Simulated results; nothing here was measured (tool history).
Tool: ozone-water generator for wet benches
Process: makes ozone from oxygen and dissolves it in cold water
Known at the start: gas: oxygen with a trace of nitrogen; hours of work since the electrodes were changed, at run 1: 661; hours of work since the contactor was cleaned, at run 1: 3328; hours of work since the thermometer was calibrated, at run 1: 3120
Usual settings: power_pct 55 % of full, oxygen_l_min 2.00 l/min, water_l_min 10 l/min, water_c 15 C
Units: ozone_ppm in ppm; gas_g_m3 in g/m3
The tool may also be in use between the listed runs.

run	hour	power_pct	oxygen_l_min	water_l_min	water_c	hours of work since the electrodes were changed	hours of work since the contactor was cleaned	hours of work since the thermometer was calibrated	ozone_ppm	gas_g_m3
1	0.0	55	2.00	10	15	661	3328	3120	14.7	143.9
2	21.2	55	2.00	10	15	675	3341	3134	14.5	143.9
3	40.5	55	2.00	10	21	687	3354	3146	13.2	143.7
4	70.6	55	2.00	10	21	706	3373	3165	13.4	143.9
5	103.0	94	2.00	10	15	727	3393	3186	22.2	225.0
6	119.7	94	2.00	10	15	738	3404	3197	22.1	221.2
7	149.9	94	2.00	10	15	757	3423	3216	22.3	222.2
8	174.1	55	2.00	10	13	772	3439	3231	14.8	144.4
9	194.6	55	2.00	7	15	786	3452	3244	19.2	142.9
10	219.5	55	2.00	10	15	801	3468	3260	14.6	143.4
11	236.0	55	2.00	10	15	812	3478	3271	14.2	142.8
12	263.5	55	2.00	10	15	829	3496	3288	14.2	142.4
13	280.5	55	2.00	10	15	840	3507	3299	14.2	143.3
14	302.0	55	2.00	10	15	854	3520	3313	14.4	143.0
15	318.4	55	2.00	10	15	864	3531	3323	14.4	143.8
16	337.4	55	2.00	10	15	877	3543	3335	14.3	142.7
17	366.5	55	2.00	10	15	895	3562	3354	14.5	143.3
# hour 369.2: water thermometer calibrated
18	399.3	53	2.00	15	15	916	3582	19	9.4	139.0
19	420.3	53	2.00	15	15	929	3596	33	9.2	138.9
# hour 428.1: water thermometer calibrated, once more
20	436.0	53	2.40	15	15	939	3605	5	10.1	130.0
21	462.7	55	2.54	10	11	956	3622	22	16.0	131.8
22	477.5	49	1.04	10	15	965	3632	32	10.4	165.3
23	501.7	62	1.04	10	8	981	3647	47	13.4	197.6
24	519.4	47	3.28	9	15	992	3659	58	15.5	105.8
25	546.8	97	3.28	9	15	1010	3676	76	27.4	189.8
26	573.7	97	3.28	9	15	1027	3693	93	27.2	188.9
27	607.2	97	3.28	8	7	1048	3715	114	34.0	187.6
28	629.8	55	2.00	7	15	1063	3729	129	19.2	142.8
29	647.2	55	2.00	7	15	1074	3740	140	19.0	143.1

The next listed run, before its measurement:
30	678.1	86	3.06	11	11	1094	3760	160	?	?

ozone_ppm: 22.0 ppm
gas_g_m3: 176.2 g/m3
Without the tool's hidden state the same run would have given ozone_ppm 23.7 ppm, gas_g_m3 182.4 g/m3.
